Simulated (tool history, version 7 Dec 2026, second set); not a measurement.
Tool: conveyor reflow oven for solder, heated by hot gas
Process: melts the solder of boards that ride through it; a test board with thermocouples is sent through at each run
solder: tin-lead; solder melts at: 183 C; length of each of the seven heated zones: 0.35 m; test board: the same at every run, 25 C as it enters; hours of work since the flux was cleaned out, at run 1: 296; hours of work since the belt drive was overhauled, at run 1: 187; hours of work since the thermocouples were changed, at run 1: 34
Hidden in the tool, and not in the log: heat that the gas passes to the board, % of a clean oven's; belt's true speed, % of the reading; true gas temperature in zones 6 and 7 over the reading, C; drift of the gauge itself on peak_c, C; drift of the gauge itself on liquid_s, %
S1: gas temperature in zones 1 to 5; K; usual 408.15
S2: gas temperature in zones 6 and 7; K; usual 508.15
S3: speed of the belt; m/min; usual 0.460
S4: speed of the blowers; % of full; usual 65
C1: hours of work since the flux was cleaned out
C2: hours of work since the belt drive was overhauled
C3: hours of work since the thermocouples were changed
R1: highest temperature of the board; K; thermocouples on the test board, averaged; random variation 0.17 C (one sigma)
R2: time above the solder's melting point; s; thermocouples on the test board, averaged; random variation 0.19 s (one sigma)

run 1 day=0.000 | S1=408.15 S2=508.15 S3=0.460 S4=65 | C1=296 C2=187 C3=34 | R1=487.85 R2=64.3
-- day=0.608 flux residue cleaned out of gas plates and filters
run 2 day=0.879 | S1=397.15 S2=508.15 S3=0.460 S4=65 | C1=5 C2=199 C3=47 | R1=484.25 R2=56.0
run 3 day=1.317 | S1=397.15 S2=508.15 S3=0.460 S4=65 | C1=14 C2=208 C3=55 | R1=484.25 R2=55.7
run 4 day=1.867 | S1=397.15 S2=508.15 S3=0.460 S4=65 | C1=24 C2=218 C3=66 | R1=484.15 R2=55.4
run 5 day=2.450 | S1=408.15 S2=508.15 S3=0.536 S4=65 | C1=35 C2=230 C3=77 | R1=479.95 R2=45.7
run 6 day=3.112 | S1=402.15 S2=508.15 S3=0.460 S4=65 | C1=48 C2=242 C3=90 | R1=485.35 R2=58.7
run 7 day=3.712 | S1=408.15 S2=508.15 S3=0.460 S4=65 | C1=59 C2=254 C3=101 | R1=486.15 R2=62.1
-- day=4.200 flux residue cleaned out of gas plates and filters, once more
run 8 day=4.475 | S1=408.15 S2=508.15 S3=0.460 S4=65 | C1=5 C2=264 C3=112 | R1=489.25 R2=66.1
run 9 day=5.154 | S1=408.15 S2=508.15 S3=0.460 S4=65 | C1=18 C2=277 C3=125 | R1=489.65 R2=66.3
run 10 day=5.717 | S1=408.15 S2=508.15 S3=0.460 S4=65 | C1=29 C2=288 C3=136 | R1=489.25 R2=66.3
run 11 day=6.442 | S1=408.15 S2=508.15 S3=0.460 S4=65 | C1=43 C2=302 C3=149 | R1=489.15 R2=66.1
run 12 day=7.238 | S1=408.15 S2=508.15 S3=0.460 S4=65 | C1=58 C2=317 C3=165 | R1=488.95 R2=65.9
run 13 day=7.688 | S1=408.15 S2=508.15 S3=0.460 S4=65 | C1=67 C2=326 C3=173 | R1=488.65 R2=65.9
run 14 day=8.221 | S1=408.15 S2=508.15 S3=0.460 S4=65 | C1=77 C2=336 C3=183 | R1=488.85 R2=66.0
run 15 day=8.871 | S1=408.15 S2=508.15 S3=0.460 S4=65 | C1=89 C2=348 C3=196 | R1=488.95 R2=65.7
run 16 day=9.312 | S1=408.15 S2=508.15 S3=0.460 S4=65 | C1=98 C2=357 C3=204 | R1=489.05 R2=65.3
run 17 day=9.900 | S1=408.15 S2=509.15 S3=0.460 S4=81 | C1=109 C2=368 C3=216 | R1=494.15 R2=71.5
run 18 day=10.304 | S1=408.15 S2=509.15 S3=0.460 S4=81 | C1=117 C2=376 C3=223 | R1=494.35 R2=71.6
run 19 day=10.838 | S1=415.15 S2=517.15 S3=0.479 S4=70 | C1=127 C2=386 C3=233 | R1=497.85 R2=73.7
run 20 day=11.388 | S1=415.15 S2=517.15 S3=0.479 S4=70 | C1=138 C2=397 C3=244 | R1=497.75 R2=73.8

The next listed run, before its measurement:
run 21 day=12.083 | S1=420.15 S2=508.15 S3=0.525 S4=59 | C1=151 C2=410 C3=257 | R1=? R2=?

{"run 21": {"R1": 484.45, "R2": 56.5}}
Without the tool's hidden state the same run would have given R1 484.85 K, R2 56.4 s.

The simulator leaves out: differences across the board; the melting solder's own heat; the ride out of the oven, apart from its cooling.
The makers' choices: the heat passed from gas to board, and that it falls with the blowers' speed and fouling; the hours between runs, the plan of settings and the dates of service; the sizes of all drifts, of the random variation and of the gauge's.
